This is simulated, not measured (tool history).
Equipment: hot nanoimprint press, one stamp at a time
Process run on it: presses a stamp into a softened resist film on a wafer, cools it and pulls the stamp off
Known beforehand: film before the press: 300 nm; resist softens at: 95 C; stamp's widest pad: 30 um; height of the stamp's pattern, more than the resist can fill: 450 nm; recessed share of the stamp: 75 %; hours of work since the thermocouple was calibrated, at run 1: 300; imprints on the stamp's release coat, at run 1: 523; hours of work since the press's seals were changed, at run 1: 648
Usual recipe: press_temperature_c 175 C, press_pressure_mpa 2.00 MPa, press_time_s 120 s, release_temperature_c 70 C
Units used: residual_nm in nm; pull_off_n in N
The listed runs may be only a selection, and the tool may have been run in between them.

run,hour,press_temperature_c,press_pressure_mpa,press_time_s,release_temperature_c,hours of work since the thermocouple was calibrated,imprints on the stamp's release coat,hours of work since the press's seals were changed,residual_nm,pull_off_n
1,0.0,175,2.00,120,70,300,523,648,121.6,144
2,27.6,175,2.00,120,70,316,600,665,121.7,153
3,51.2,175,2.00,120,70,331,665,679,123.9,159
4,69.9,175,2.26,120,70,342,717,690,114.7,154
# hour 79.1: plate thermocouple calibrated
5,86.4,175,2.26,120,70,4,754,699,118.2,162
# hour 94.0: stamp cleaned and given a new release coat
6,117.9,175,2.00,120,70,20,66,714,126.2,121
7,130.4,163,2.00,120,70,28,100,722,207.6,123
8,148.0,175,2.00,121,70,38,149,733,124.4,131
9,168.9,175,2.00,121,70,51,207,745,126.9,135
10,196.8,175,2.00,121,70,68,284,762,124.8,136
11,216.2,175,2.00,121,70,80,338,774,126.0,136
12,242.5,175,2.00,121,70,96,411,790,124.8,142
13,268.5,175,2.00,71,70,112,483,806,152.3,152
14,286.7,175,2.00,71,70,123,533,817,151.6,144
15,302.4,175,2.00,71,70,133,576,827,153.0,148
16,325.1,175,2.00,71,70,147,639,841,152.8,156
17,348.4,169,2.00,120,70,161,704,855,163.8,156
# hour 373.1: stamp cleaned and given a new release coat
18,377.1,169,2.00,104,65,175,11,869,169.6,135
19,398.7,175,1.86,131,68,188,70,882,125.5,129
20,416.9,175,2.06,95,70,199,121,893,134.8,121
21,442.0,175,2.06,95,70,214,190,909,134.7,125
22,456.9,173,2.00,156,62,224,231,918,124.3,150
23,482.6,173,2.00,156,62,239,302,933,124.0,160
24,497.4,175,1.93,67,70,248,343,942,156.6,139
25,514.9,184,2.00,117,70,259,392,953,85.0,136
26,530.1,175,2.00,120,70,268,434,962,124.3,140
27,544.9,175,2.00,120,70,277,475,972,125.6,139
28,566.7,167,2.11,120,70,291,535,985,172.8,142
29,591.0,182,2.04,69,71,305,603,1000,113.0,145

4 options for the next run, each taken on its own from the tool as it stands now. Forecast them:
A,617.7,182,2.78,219,71,322,677,1016,?,?
B,617.7,182,1.59,69,71,322,677,1016,?,?
C,617.7,175,2.00,120,63,322,677,1016,?,?
D,617.7,182,1.65,69,71,322,677,1016,?,?

run,residual_nm,pull_off_n
A,61.9,145
B,127.8,145
C,126.0,177
D,126.7,149
Stripped of hidden state, with their random variation kept, the same runs would have yielded:
run,residual_nm,pull_off_n
A,60.1,114
B,127.8,114
C,125.4,139
D,126.6,117
